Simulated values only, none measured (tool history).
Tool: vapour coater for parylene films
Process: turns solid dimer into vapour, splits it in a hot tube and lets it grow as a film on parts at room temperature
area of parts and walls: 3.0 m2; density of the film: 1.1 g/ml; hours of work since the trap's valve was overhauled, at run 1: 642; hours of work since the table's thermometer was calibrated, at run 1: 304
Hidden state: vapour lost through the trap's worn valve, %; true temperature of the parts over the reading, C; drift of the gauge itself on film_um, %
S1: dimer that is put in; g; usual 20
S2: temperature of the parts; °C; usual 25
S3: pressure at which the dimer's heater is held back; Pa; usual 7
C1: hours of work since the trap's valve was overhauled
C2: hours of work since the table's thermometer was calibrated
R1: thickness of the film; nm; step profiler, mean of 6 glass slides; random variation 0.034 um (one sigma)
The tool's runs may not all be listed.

Run 1, day 0: usual settings; C1 642; C2 304. Result: R1 3070 nm.
At day 1.221: trap's valve overhauled.
Run 2, day 1.988: usual settings; C1 10; C2 327. Result: R1 3330 nm.
Run 3, day 3.838: usual settings; C1 33; C2 350. Result: R1 3360 nm.
Run 4, day 5.617: usual settings but S3 5.94 Pa; C1 55; C2 373. Result: R1 3540 nm.
Run 5, day 8.754: usual settings but S2 27 °C; C1 95; C2 412. Result: R1 3070 nm.
Run 6, day 10.746: usual settings but S2 27 °C; C1 120; C2 437. Result: R1 2970 nm.
Run 7, day 13.838: usual settings but S2 27 °C; C1 159; C2 476. Result: R1 3000 nm.
Run 8, day 16.65: usual settings but S3 11.58 Pa; C1 195; C2 512. Result: R1 3010 nm.
Run 9, day 19.433: usual settings; C1 230; C2 547. Result: R1 3250 nm.
Run 10, day 22.025: usual settings; C1 263; C2 580. Result: R1 3190 nm.
Run 11, day 24.583: usual settings but S2 27 °C; C1 295; C2 612. Result: R1 2920 nm.
Run 12, day 27.588: usual settings but S2 27 °C; C1 333; C2 650. Result: R1 2880 nm.
Run 13, day 29.946: usual settings but S2 27 °C; C1 363; C2 680. Result: R1 2960 nm.
Run 14, day 32.625: usual settings but S1 10 g; C1 396; C2 714. Result: R1 1620 nm.
Run 15, day 34.171: usual settings but S1 10 g; C1 416; C2 733. Result: R1 1620 nm.
Run 16, day 36.271: usual settings; C1 442; C2 760. Result: R1 3170 nm.
Run 17, day 38.442: usual settings; C1 470; C2 787. Result: R1 3180 nm.
Run 18, day 41.533: usual settings; C1 509; C2 826. Result: R1 3190 nm.
Run 19, day 43.083: usual settings; C1 528; C2 846. Result: R1 3160 nm.
Run 20, day 46.396: usual settings but S1 17 g; C1 570; C2 887. Result: R1 2680 nm.
Run 21, day 49.125: usual settings but S1 21 g; C1 605; C2 922. Result: R1 3240 nm.
Run 22, day 50.779: usual settings but S1 21 g; C1 626; C2 943. Result: R1 3190 nm.
Run 23, day 52.808: usual settings; C1 651; C2 968. Result: R1 3060 nm.
At day 53.254: trap's valve overhauled.
Run 24, day 54.742: usual settings; C1 19; C2 991. Result: R1 3280 nm.
Run 25, day 57.225: usual settings but S1 15 g, S3 2.88 Pa; C1 50; C2 1022. Result: R1 2890 nm.
Run 26, day 60.304: usual settings but S1 18 g, S2 23 °C, S3 2.1 Pa; C1 89; C2 1061. Result: R1 3890 nm.
Run 27, day 62.758: usual settings but S1 9 g, S2 29 °C, S3 10.03 Pa; C1 120; C2 1092. Result: R1 1120 nm.
Run 28, day 65.217: usual settings but S1 9 g, S2 29 °C, S3 10.03 Pa; C1 151; C2 1123. Result: R1 1120 nm.
At day 67.3: table's thermometer calibrated.
Run 29, day 67.517: usual settings but S1 18 g, S2 18 °C, S3 9.88 Pa; C1 180; C2 3. Result: R1 4000 nm.
Run 30, day 69.092: usual settings but S3 4.79 Pa; C1 199; C2 23. Result: R1 3490 nm.
Run 31, day 72.483: usual settings but S1 10 g, S3 6.25 Pa; C1 242; C2 65. Result: R1 1700 nm.
Run 32, day 75.088: usual settings but S1 23 g, S3 2.76 Pa; C1 275; C2 98. Result: R1 4350 nm.
Run 33, day 77.704: usual settings but S1 13 g, S2 18 °C; C1 308; C2 131. Result: R1 2950 nm.
Run 34, day 79.229: usual settings but S1 14 g, S2 33 °C; C1 327; C2 151. Result: R1 1580 nm.
Run 35, day 80.646: usual settings but S1 14 g, S2 33 °C; C1 345; C2 168. Result: R1 1540 nm.
Run 36, day 82.262: usual settings but S1 14 g, S2 33 °C; C1 366; C2 189. Result: R1 1530 nm.
Run 37, day 85.012: usual settings but S1 14 g, S2 33 °C; C1 400; C2 224. Result: R1 1490 nm.
Run 38, day 88.2: usual settings but S1 14 g, S2 35 °C, S3 7.63 Pa; C1 441; C2 264. Result: R1 1360 nm.
Run 39, day 89.862: usual settings but S1 14 g, S2 22 °C, S3 2.56 Pa; C1 462; C2 285. Result: R1 2980 nm.
Run 40, day 92.138: usual settings but S1 14 g, S2 22 °C, S3 2.56 Pa; C1 490; C2 314. Result: R1 2970 nm.
Run 41, day 95.333: usual settings but S1 22 g, S2 22 °C, S3 2.18 Pa; C1 531; C2 354. Result: R1 4830 nm.
Run 42, day 98.475: usual settings but S1 22 g, S2 26 °C, S3 5.17 Pa; C1 570; C2 394. Result: R1 3500 nm.
Run 43, day 100.375: usual settings but S1 22 g, S2 26 °C, S3 5.17 Pa; C1 594; C2 417. Result: R1 3460 nm.
Run 44, day 103.45: usual settings but S1 25 g, S2 18 °C, S3 4.17 Pa; C1 633; C2 456. Result: R1 5990 nm.
At day 105.188: trap's valve overhauled.
Run 45, day 105.338: usual settings but S1 14 g, S2 20 °C, S3 9.34 Pa; C1 2; C2 478. Result: R1 2840 nm.
Run 46, day 107.108: usual settings but S1 15 g, S2 35 °C; C1 24; C2 500. Result: R1 1580 nm.

Forecast each of these 5 alternatives for the next run:
Run A, day 110.583: usual settings but S1 32 g, S2 35 °C; C1 68; C2 544. Result: R1 ?.
Run B, day 110.583: usual settings but S3 2.21 Pa; C1 68; C2 544. Result: R1 ?.
Run C, day 110.583: usual settings but S1 30 g, S2 23 °C, S3 7.77 Pa; C1 68; C2 544. Result: R1 ?.
Run D, day 110.583: usual settings but S2 23 °C, S3 7.14 Pa; C1 68; C2 544. Result: R1 ?.
Run E, day 110.583: usual settings but S1 11 g, S2 27 °C, S3 2.25 Pa; C1 68; C2 544. Result: R1 ?.

run    R1
  A  3350
  B  3990
  C  5440
  D  3660
  E  1990
Without the tool's hidden state the same runs would have given:
run    R1
  A  3430
  B  4080
  C  5560
  D  3740
  E  2030

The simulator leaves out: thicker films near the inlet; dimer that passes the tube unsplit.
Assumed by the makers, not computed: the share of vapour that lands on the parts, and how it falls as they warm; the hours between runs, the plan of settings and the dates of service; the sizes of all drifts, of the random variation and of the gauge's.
